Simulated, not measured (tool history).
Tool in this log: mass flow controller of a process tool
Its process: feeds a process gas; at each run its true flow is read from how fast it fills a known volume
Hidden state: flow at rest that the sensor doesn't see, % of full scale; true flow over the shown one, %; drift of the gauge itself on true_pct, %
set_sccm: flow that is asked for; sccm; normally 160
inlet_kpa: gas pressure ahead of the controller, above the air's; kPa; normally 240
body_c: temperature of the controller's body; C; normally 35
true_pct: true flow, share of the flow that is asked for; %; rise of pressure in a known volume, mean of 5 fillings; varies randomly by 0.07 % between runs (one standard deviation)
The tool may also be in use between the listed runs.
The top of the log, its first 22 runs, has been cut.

run     hour  set_sccm  inlet_kpa  body_c  hours of work since the controller was set to zero  hours of work since the controller was changed  true_pct
 23   5896.9        93        156      21                                                6174                                            6174     98.88
 24   6088.8        93        156      21                                                6282                                            6282     98.64
      6146.9  -- controller exchanged for a calibrated one
 25   6483.2       145        240      35                                                 190                                             190     98.03
 26   6657.3       180        183      29                                                 288                                             288     98.55
 27   6933.0       180        183      29                                                 444                                             444     98.49
 28   7107.3       112        173      29                                                 543                                             543     98.19
 29   7481.0       112        173      29                                                 754                                             754     97.99
 30   7704.2       112        173      29                                                 880                                             880     98.04
 31   8062.7       112        173      29                                                1083                                            1083     98.00
 32   8294.8        66        239      29                                                1214                                            1214     97.62
 33   8585.3        36        183      38                                                1378                                            1378     96.96
 34   8752.1        45        240      21                                                1472                                            1472     97.94
 35   8988.2       160        191      38                                                1606                                            1606     97.54
      9023.4  -- gauge calibrated
 36   9241.8        97        146      36                                                1749                                            1749     98.62
 37   9513.6        75        146      27                                                1902                                            1902     99.18
 38   9876.7        41        163      34                                                2108                                            2108     98.45
 39  10098.7       157        159      35                                                2233                                            2233     98.89
 40  10479.1        85        252      21                                                2448                                            2448     99.26

The next listed run, before its measurement:
 41  10789.4       160        164      33                                                2623                                            2623         ?

Run 41 measured true_pct 98.94 %.
Without the tool's hidden state the same run would have given true_pct 99.23 %.

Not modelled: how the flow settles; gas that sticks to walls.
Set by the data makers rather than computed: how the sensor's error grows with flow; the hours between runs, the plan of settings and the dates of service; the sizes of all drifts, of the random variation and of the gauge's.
